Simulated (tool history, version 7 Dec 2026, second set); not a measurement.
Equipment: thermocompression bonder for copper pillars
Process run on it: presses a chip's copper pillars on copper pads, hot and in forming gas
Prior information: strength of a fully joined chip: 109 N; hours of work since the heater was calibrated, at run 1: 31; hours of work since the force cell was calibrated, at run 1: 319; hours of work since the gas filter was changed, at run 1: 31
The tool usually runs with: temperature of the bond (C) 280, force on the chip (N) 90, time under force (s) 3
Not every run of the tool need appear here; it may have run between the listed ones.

run	day	temperature of the bond (C)	force on the chip (N)	time under force (s)	hours of work since the heater was calibrated	hours of work since the force cell was calibrated	hours of work since the gas filter was changed	force that shears a chip off (N)
1	0	280	90	3	31	319	31	46.5
2	0.421	280	90	3	37	326	37	44.2
3	0.733	280	90	3	42	331	42	45.2
4	1.162	280	115	3	49	338	49	51.4
5	1.429	280	90	3	54	342	54	43.9
6	1.825	280	90	3	60	348	60	44.5
7	2.371	305	90	3	69	357	69	55.1
8	2.796	305	90	3	75	364	75	55.3
9	3.092	262	90	3	80	368	80	36.7
10	3.612	262	90	3	88	377	88	35.9
11	4.154	290	85	9	97	385	97	66.7

Alternative continuations, all from the tool just after run 11; predict every row:
A	4.517	251	98	5	103	391	103	?
B	4.517	270	80	9	103	391	103	?
C	4.517	280	90	2	103	391	103	?
D	4.517	305	124	9	103	391	103	?

run	force that shears a chip off (N)
A	40.2
B	53.6
C	37.6
D	80.6
Stripped of hidden state, with their random variation kept, the same runs would have yielded:
run	force that shears a chip off (N)
A	43.3
B	57.9
C	40.5
D	87.4
